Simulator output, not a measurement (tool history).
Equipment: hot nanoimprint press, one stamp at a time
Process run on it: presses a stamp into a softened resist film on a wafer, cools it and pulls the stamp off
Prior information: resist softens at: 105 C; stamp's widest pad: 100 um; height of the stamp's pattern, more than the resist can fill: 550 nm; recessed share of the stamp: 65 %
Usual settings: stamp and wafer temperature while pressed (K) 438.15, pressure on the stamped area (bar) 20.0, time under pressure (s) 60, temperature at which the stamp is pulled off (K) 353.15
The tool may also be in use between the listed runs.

run   hour  stamp and wafer temperature while pressed (K)  pressure on the stamped area (bar)  time under pressure (s)  temperature at which the stamp is pulled off (K)  resist left under the stamp's widest pad (angstrom)  greatest force while the stamp is pulled off (N)
  1    0.0                                         438.15                                20.0                       60                                            353.15                                                 1548                                               205
  2   15.9                                         438.15                                20.0                       44                                            353.15                                                 1694                                               209
      22.1  -- plate thermocouple calibrated
  3   35.1                                         438.15                                20.0                       60                                            353.15                                                 1538                                               206
  4   43.9                                         438.15                                20.0                       60                                            353.15                                                 1528                                               201
  5   52.1                                         438.15                                20.0                       60                                            355.15                                                 1544                                               197
  6   64.8                                         438.15                                20.0                       60                                            353.15                                                 1530                                               207
  7   74.6                                         438.15                                20.0                       60                                            353.15                                                 1542                                               206
  8   82.4                                         438.15                                13.8                       60                                            353.15                                                 1750                                               207
  9   99.1                                         438.15                                20.0                       60                                            353.15                                                 1529                                               206
 10  114.4                                         438.15                                20.0                       60                                            353.15                                                 1540                                               210
 11  126.2                                         438.15                                22.3                       60                                            353.15                                                 1477                                               209
 12  136.2                                         438.15                                20.0                       60                                            353.15                                                 1535                                               202
 13  147.8                                         438.15                                20.0                       60                                            358.15                                                 1541                                               185
 14  161.9                                         438.15                                20.0                       60                                            353.15                                                 1527                                               207
 15  179.1                                         438.15                                20.0                       60                                            353.15                                                 1531                                               210
 16  190.9                                         447.15                                15.6                       90                                            359.15                                                  835                                               176
 17  208.9                                         447.15                                15.6                       90                                            359.15                                                  824                                               172
 18  221.3                                         438.15                                24.7                       60                                            353.15                                                 1411                                               201
 19  237.2                                         438.15                                24.7                       60                                            353.15                                                 1419                                               208
 20  245.7                                         438.15                                24.7                       60                                            353.15                                                 1415                                               204
 21  258.8                                         438.15                                24.7                       60                                            353.15                                                 1415                                               209
 22  272.7                                         438.15                                20.0                       60                                            339.15                                                 1539                                               274
 23  285.7                                         438.15                                20.0                      107                                            345.15                                                 1233                                               246
 24  295.5                                         436.15                                25.9                       39                                            344.15                                                 1808                                               247
 25  304.5                                         436.15                                25.9                       39                                            344.15                                                 1812                                               253
 26  317.2                                         438.15                                20.0                       60                                            347.15                                                 1531                                               226
 27  328.6                                         438.15                                20.0                       60                                            347.15                                                 1532                                               241
 28  346.5                                         441.15                                20.0                       60                                            347.15                                                 1283                                               239
 29  357.1                                         438.15                                20.0                      115                                            353.15                                                 1183                                               212
 30  373.1                                         438.15                                20.0                      115                                            353.15                                                 1183                                               218

Consider 3 possible next runs. They are alternatives, not a sequence: every one starts from the tool as it was left by run 30. What does each give?
  A  386.9                                         438.15                                20.0                      115                                            347.15                                                    ?                                                 ?
  B  386.9                                         438.15                                18.3                       34                                            353.15                                                    ?                                                 ?
  C  386.9                                         438.15                                20.0                       38                                            353.15                                                    ?                                                 ?

run  resist left under the stamp's widest pad (angstrom)  greatest force while the stamp is pulled off (N)
  A                                                 1187                                               238
  B                                                 1914                                               214
  C                                                 1795                                               208
Without the tool's unlogged condition, the same runs would have read:
run  resist left under the stamp's widest pad (angstrom)  greatest force while the stamp is pulled off (N)
  A                                                 1189                                               237
  B                                                 1916                                               212
  C                                                 1797                                               207

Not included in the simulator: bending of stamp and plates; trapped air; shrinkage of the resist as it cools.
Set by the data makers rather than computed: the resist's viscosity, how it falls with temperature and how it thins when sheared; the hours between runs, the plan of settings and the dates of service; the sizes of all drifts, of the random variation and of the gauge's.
